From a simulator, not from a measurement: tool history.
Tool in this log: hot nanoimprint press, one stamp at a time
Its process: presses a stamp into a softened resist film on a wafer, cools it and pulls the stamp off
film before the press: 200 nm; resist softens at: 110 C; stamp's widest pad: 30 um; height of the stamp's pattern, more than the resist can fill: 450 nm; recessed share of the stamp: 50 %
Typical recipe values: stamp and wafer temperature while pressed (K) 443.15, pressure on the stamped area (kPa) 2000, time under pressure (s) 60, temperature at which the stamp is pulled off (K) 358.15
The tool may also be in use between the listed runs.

| run | day | stamp and wafer temperature while pressed (K) | pressure on the stamped area (kPa) | time under pressure (s) | temperature at which the stamp is pulled off (K) | resist left under the stamp's widest pad (nm) | greatest force while the stamp is pulled off (N) |
|---|---|---|---|---|---|---|---|
| 1 | 0 | 443.15 | 2000 | 60 | 358.15 | 110.4 | 118 |
| 2 | 0.35 | 443.15 | 2000 | 60 | 358.15 | 109.1 | 126 |
| 3 | 0.717 | 443.15 | 2000 | 60 | 358.15 | 109.1 | 125 |
| 4 | 1.042 | 443.15 | 2000 | 60 | 358.15 | 108.3 | 128 |
| 5 | 1.417 | 443.15 | 2000 | 60 | 358.15 | 108.6 | 126 |
| 6 | 1.721 | 443.15 | 2300 | 60 | 358.15 | 101.5 | 127 |
| 7 | 2.117 | 443.15 | 2300 | 60 | 358.15 | 102.2 | 124 |
| 8 | 2.404 | 443.15 | 2300 | 60 | 358.15 | 102.3 | 128 |
| 9 | 2.783 | 443.15 | 2300 | 60 | 358.15 | 103.1 | 133 |
| 10 | 3.167 | 443.15 | 2300 | 60 | 358.15 | 103.4 | 130 |
| 11 | 3.525 | 443.15 | 1870 | 60 | 358.15 | 111.9 | 132 |
| 12 | 3.962 | 443.15 | 1870 | 60 | 358.15 | 113.3 | 130 |
| 13 | 4.388 | 443.15 | 1870 | 60 | 358.15 | 111.9 | 136 |
| 14 | 4.758 | 443.15 | 2000 | 60 | 358.15 | 110.2 | 136 |
| 15 | 5.125 | 443.15 | 2000 | 31 | 358.15 | 133.4 | 139 |
| 16 | 5.396 | 455.15 | 2000 | 42 | 345.15 | 76.2 | 152 |
| 17 | 5.738 | 447.15 | 2000 | 102 | 354.15 | 76.2 | 140 |
| 18 | 5.95 | 447.15 | 2790 | 102 | 363.15 | 64.2 | 135 |
| 19 | 6.425 | 442.15 | 2790 | 38 | 363.15 | 114.6 | 133 |

Forecast run 20:
| 20 | 6.696 | 450.15 | 3170 | 112 | 349.15 | ? | ? |

resist left under the stamp's widest pad (nm): 50.4
greatest force while the stamp is pulled off (N): 150
With the hidden condition absent and the run-to-run variation left alone, this run would have shown resist left under the stamp's widest pad (nm) 45.6, greatest force while the stamp is pulled off (N) 110.

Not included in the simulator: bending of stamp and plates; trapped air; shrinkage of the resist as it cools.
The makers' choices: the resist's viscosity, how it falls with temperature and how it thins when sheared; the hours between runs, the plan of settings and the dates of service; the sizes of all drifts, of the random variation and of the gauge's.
